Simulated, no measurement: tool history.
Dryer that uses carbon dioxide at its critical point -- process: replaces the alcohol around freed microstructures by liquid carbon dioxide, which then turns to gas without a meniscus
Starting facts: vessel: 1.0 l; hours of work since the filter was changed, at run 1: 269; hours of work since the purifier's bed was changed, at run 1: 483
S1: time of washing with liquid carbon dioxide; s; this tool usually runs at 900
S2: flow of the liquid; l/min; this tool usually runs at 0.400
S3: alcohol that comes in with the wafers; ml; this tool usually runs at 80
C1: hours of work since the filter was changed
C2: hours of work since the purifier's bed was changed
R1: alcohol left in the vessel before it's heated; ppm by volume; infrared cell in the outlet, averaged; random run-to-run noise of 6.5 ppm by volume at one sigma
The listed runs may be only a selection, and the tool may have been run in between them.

run     day    S1     S2   S3   C1    C2    R1
  1   0.000   900  0.400   80  269   483   509
  2   1.658   900  0.400   80  294   509   544
  3   3.896   900  0.295   80  328   542  2056
  4   6.200   900  0.295   80  363   577  2150
  5   7.983   900  0.400   80  390   604   619
  6  10.000   900  0.400   25  420   635   294
  7  11.850   900  0.400   25  448   663   314
     12.521  -- inlet filter changed
  8  14.058   900  0.400   25   23   696   238
  9  16.633   900  0.400   29   62   735   246
 10  19.112   900  0.400   29  100   772   267
 11  20.225   900  0.400   80  117   789   476
 12  22.650   900  0.513   80  154   826   229
 13  24.246   900  0.280   85  178   850  2252
 14  26.342   900  0.280   85  209   882  2364
 15  28.942   780  0.400   28  249   921   458
 16  31.517   720  0.400  101  288   960  1702
 17  33.958   720  0.400  101  325   997  1792
 18  35.754   600  0.341   23  352  1025  1489
 19  36.817  1080  0.560   27  368  1041   201
 20  37.988  1080  0.560   27  386  1059   210
     39.100  -- purifier's bed changed
 21  40.300   900  0.334   80  419    18  1250
 22  41.725   900  0.334   80  441    40  1286
     42.858  -- inlet filter changed
 23  42.858   900  0.334   80    0    56   770
 24  44.208   900  0.334   80   20    77   799

Consider 5 possible next runs. They are alternatives, not a sequence: every one starts from the tool as it was left by run 24. What does each give?
  A  46.079   900  0.501   80  49  105   ?
  B  46.079   900  0.246   80  49  105   ?
  C  46.079   600  0.256  104  49  105   ?
  D  46.079  1080  0.557   80  49  105   ?
  E  46.079   540  0.400   80  49  105   ?

run     R1
  A     91
  B   2945
  C  10456
  D     35
  E   2835
With no hidden state in the tool, these same runs would have given:
run     R1
  A     62
  B   2751
  C  10003
  D     12
  E   2646
